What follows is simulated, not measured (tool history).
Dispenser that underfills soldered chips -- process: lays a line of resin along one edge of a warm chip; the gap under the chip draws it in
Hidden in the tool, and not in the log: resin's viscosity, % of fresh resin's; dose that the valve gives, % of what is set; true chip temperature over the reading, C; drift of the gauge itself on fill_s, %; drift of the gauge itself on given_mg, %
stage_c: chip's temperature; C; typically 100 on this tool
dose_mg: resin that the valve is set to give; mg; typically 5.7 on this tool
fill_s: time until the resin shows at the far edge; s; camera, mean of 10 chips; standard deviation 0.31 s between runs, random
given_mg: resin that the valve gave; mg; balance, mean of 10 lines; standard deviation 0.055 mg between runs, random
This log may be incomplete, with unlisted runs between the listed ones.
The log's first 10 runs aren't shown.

run   hour  stage_c  dose_mg  hours of work since the syringe was changed  hours of work since the valve was cleaned  hours of work since the stage was calibrated  fill_s  given_mg
 11   45.6       88      5.7                                            7                                         19                                            52    22.5      5.57
      46.8  -- new syringe of resin
 12   50.9      100      5.7                                            3                                         22                                            55     9.3      5.64
 13   56.1      100      5.7                                            6                                         26                                            59    11.2      5.56
      58.5  -- new syringe of resin
 14   59.6      100      5.7                                            1                                         28                                            61     7.2      5.64
 15   62.8      100      5.7                                            3                                         30                                            63     9.1      5.55
 16   65.2      100      5.7                                            4                                         31                                            64      10      5.49
        70  -- new syringe of resin
 17   70.5      100     5.32                                            0                                         34                                            67     7.8      5.25
 18   75.4      100     5.32                                            3                                         37                                            70     9.3       5.1
 19   80.7      100     6.03                                            7                                         41                                            74      12      5.77
      81.6  -- new syringe of resin
 20   83.4      100     6.03                                            1                                         42                                            75     7.8      5.83
 21   86.6      100     6.03                                            3                                         44                                            77     8.9      5.85
 22   90.5       94     7.26                                            6                                         47                                            80    14.8      6.99
      93.4  -- new syringe of resin
 23   94.9       93     4.98                                            1                                         49                                            82    11.3      4.75
 24   99.4       93     4.98                                            4                                         52                                            85    13.7      4.66
 25  104.5       93     4.98                                            7                                         55                                            88    18.9      4.84
     105.1  -- new syringe of resin
 26  109.4       97     7.12                                            3                                         58                                            91     9.9      6.73
 27  114.9       96     5.49                                            6                                         62                                            95    14.6      5.14
     116.6  -- new syringe of resin
 28  119.9      111     5.25                                            2                                         65                                            98     5.2      4.87
 29  125.5      111     5.25                                            6                                         68                                           101     6.3      4.94
     128.5  -- new syringe of resin
 30  131.5      104     7.24                                            2                                         72                                           105     6.6       6.8
 31    137       86     6.27                                            5                                         75                                           108    20.6      5.82
       140  -- new syringe of resin
 32  140.4      107     5.23                                            0                                         77                                           110       5      4.82
 33  143.5       99     7.11                                            2                                         79                                           112     8.4      6.61
 34  146.6       94     6.39                                            4                                         81                                           114    12.7      5.99
     151.7  -- new syringe of resin
 35  151.7      111     5.75                                            0                                         84                                           117     4.7      5.27

Forecast each of these 3 alternatives for the next run:
  A  155.3      109     5.26                                            2                                         86                                           119       ?         ?
  B  155.3       95     7.16                                            2                                         86                                           119       ?         ?
  C  155.3      111     5.23                                            2                                         86                                           119       ?         ?

run  fill_s  given_mg
  A     6.4      4.84
  B    11.3      6.65
  C       5      4.76
The same runs, with their run-to-run variation unchanged, on a tool lacking any hidden condition would have given:
run  fill_s  given_mg
  A     5.4      5.26
  B     9.7      7.23
  C     4.1      5.18
